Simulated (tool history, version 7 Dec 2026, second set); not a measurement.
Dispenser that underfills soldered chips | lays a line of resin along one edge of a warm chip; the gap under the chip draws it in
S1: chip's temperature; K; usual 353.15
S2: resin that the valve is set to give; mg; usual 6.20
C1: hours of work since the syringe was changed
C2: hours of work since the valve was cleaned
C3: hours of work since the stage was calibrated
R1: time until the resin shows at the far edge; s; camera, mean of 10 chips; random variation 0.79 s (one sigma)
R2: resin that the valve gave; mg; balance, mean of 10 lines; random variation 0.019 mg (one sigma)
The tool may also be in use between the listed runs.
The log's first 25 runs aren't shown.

run,day,S1,S2,C1,C2,C3,R1,R2
# day 11.175: new syringe of resin
26,11.175,362.15,6.87,0,41,369,52.0,6.67
27,11.450,368.15,6.77,4,46,373,55.8,6.54
# day 11.671: new syringe of resin
28,11.954,363.15,6.44,4,53,381,63.3,6.20
# day 12.167: new syringe of resin
# day 12.283: dispensing valve cleaned and set on the balance
29,12.508,363.15,6.44,5,3,388,64.9,6.42
# day 12.717: new syringe of resin
30,12.796,364.15,6.63,1,8,393,52.6,6.64
# day 13.200: new syringe of resin
31,13.429,359.15,7.18,4,18,402,67.7,7.13
# day 13.704: new syringe of resin
32,13.896,359.15,7.18,3,25,410,63.9,7.05
# day 14.196: new syringe of resin
33,14.479,359.15,7.18,4,34,418,72.0,7.05

5 ways to go on from here, each from the tool as it stands after run 33. What would each give?
# day 14.704: new syringe of resin
A,14.867,361.15,7.79,3,39,424,?,?
# day 14.704: new syringe of resin
B,14.867,354.15,6.54,3,39,424,?,?
# day 14.704: new syringe of resin
C,14.867,356.15,6.35,3,39,424,?,?
# day 14.704: new syringe of resin
D,14.867,348.15,7.18,3,39,424,?,?
# day 14.704: new syringe of resin
E,14.867,341.15,7.94,3,39,424,?,?

run,R1,R2
A,60.5,7.63
B,73.6,6.38
C,71.6,6.23
D,88.3,7.00
E,106.3,7.76
Without the tool's hidden state the same runs would have given:
run,R1,R2
A,57.1,7.79
B,69.7,6.51
C,67.7,6.37
D,83.9,7.15
E,101.5,7.93
